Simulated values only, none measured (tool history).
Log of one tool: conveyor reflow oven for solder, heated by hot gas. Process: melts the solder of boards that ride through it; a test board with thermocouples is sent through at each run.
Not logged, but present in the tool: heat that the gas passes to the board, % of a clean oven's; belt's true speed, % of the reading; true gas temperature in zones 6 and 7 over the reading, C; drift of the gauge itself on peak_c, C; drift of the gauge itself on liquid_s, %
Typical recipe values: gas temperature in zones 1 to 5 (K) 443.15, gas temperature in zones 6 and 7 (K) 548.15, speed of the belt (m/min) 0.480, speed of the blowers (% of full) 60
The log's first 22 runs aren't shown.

run	hour	gas temperature in zones 1 to 5 (K)	gas temperature in zones 6 and 7 (K)	speed of the belt (m/min)	speed of the blowers (% of full)	hours of work since the flux was cleaned out	hours of work since the belt drive was overhauled	hours of work since the thermocouples were changed	highest temperature of the board (K)	time above the solder's melting point (s)
# hour 943.1: flux residue cleaned out of gas plates and filters
23	968.5	431.15	548.15	0.468	60	17	711	388	530.45	57.2
24	1027.6	431.15	548.15	0.468	60	57	751	427	530.85	57.0
25	1067.6	433.15	538.15	0.468	58	83	778	454	521.65	51.1
26	1093.5	433.15	558.15	0.421	56	101	795	472	543.55	71.9
27	1146.1	433.15	558.15	0.421	56	136	830	507	542.95	72.3
28	1203.6	442.15	548.15	0.469	57	174	869	545	531.65	60.6
29	1262.3	448.15	551.15	0.515	60	214	908	584	532.25	57.0
# hour 1280.0: belt drive overhauled, speed set with a stopwatch
# hour 1297.2: thermocouples of zones 6 and 7 changed
30	1304.7	443.15	557.15	0.480	86	238	15	5	542.35	64.4
31	1335.5	448.15	548.15	0.480	60	258	36	26	530.85	59.9

Below are 3 alternative next runs, each starting from the tool's condition after run 31. Predict each:
# hour 1376.4: flux residue cleaned out of gas plates and filters
A	1400.8	456.15	548.15	0.479	60	16	76	66	?	?
# hour 1376.4: flux residue cleaned out of gas plates and filters
B	1400.8	448.15	541.15	0.480	60	16	76	66	?	?
# hour 1376.4: flux residue cleaned out of gas plates and filters
C	1400.8	448.15	551.15	0.459	68	16	76	66	?	?

run	highest temperature of the board (K)	time above the solder's melting point (s)
A	533.75	64.5
B	526.25	57.3
C	538.05	67.5
Without the tool's unlogged condition, the same runs would have read:
run	highest temperature of the board (K)	time above the solder's melting point (s)
A	533.45	64.4
B	525.95	57.2
C	537.75	67.4

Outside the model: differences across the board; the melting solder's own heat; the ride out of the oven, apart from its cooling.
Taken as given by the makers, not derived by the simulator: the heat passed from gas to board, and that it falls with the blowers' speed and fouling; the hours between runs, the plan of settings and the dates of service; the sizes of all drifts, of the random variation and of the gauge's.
